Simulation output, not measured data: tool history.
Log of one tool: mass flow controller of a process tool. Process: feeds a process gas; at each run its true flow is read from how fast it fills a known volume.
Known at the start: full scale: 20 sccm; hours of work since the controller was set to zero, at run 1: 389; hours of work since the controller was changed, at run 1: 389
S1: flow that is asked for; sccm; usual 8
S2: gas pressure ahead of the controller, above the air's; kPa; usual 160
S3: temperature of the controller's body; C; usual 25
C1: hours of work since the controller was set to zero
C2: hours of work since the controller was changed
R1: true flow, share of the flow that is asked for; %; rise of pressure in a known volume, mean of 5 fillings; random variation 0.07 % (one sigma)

run 1 day=0.000 | S1=8 S2=160 S3=25 | C1=389 C2=389 | R1=98.11
run 2 day=8.775 | S1=8 S2=160 S3=25 | C1=458 C2=458 | R1=98.17
run 3 day=19.638 | S1=8 S2=160 S3=25 | C1=543 C2=543 | R1=98.16
run 4 day=26.538 | S1=13 S2=160 S3=25 | C1=597 C2=597 | R1=99.10
run 5 day=34.275 | S1=13 S2=160 S3=25 | C1=657 C2=657 | R1=98.97
run 6 day=44.533 | S1=13 S2=160 S3=25 | C1=737 C2=737 | R1=98.99
run 7 day=55.104 | S1=8 S2=160 S3=25 | C1=820 C2=820 | R1=98.13
-- day=55.950 controller's zero set anew
run 8 day=60.496 | S1=8 S2=160 S3=25 | C1=36 C2=862 | R1=97.85
run 9 day=66.729 | S1=8 S2=160 S3=25 | C1=84 C2=910 | R1=97.94
run 10 day=75.775 | S1=8 S2=147 S3=25 | C1=155 C2=981 | R1=97.83
run 11 day=86.675 | S1=8 S2=160 S3=25 | C1=240 C2=1066 | R1=97.83
-- day=91.779 controller's zero set anew, once more
run 12 day=92.512 | S1=8 S2=160 S3=25 | C1=6 C2=1111 | R1=98.58
run 13 day=99.950 | S1=4 S2=256 S3=35 | C1=64 C2=1169 | R1=96.71
run 14 day=109.612 | S1=5 S2=247 S3=25 | C1=139 C2=1245 | R1=97.40
run 15 day=115.179 | S1=15 S2=154 S3=25 | C1=183 C2=1288 | R1=99.72
run 16 day=120.379 | S1=4 S2=268 S3=30 | C1=223 C2=1329 | R1=96.71
run 17 day=129.758 | S1=4 S2=268 S3=30 | C1=297 C2=1402 | R1=96.70
run 18 day=138.225 | S1=8 S2=278 S3=24 | C1=363 C2=1468 | R1=97.78
run 19 day=148.279 | S1=4 S2=145 S3=23 | C1=441 C2=1547 | R1=97.99
run 20 day=154.417 | S1=8 S2=148 S3=25 | C1=489 C2=1595 | R1=98.66
run 21 day=159.896 | S1=8 S2=148 S3=25 | C1=532 C2=1637 | R1=98.66

Run 22 comes next. What will it give?
run 22 day=169.171 | S1=8 S2=154 S3=25 | C1=604 C2=1710 | R1=?

R1: 98.66 %
Without the tool's hidden state the same run would have given R1 98.56 %.
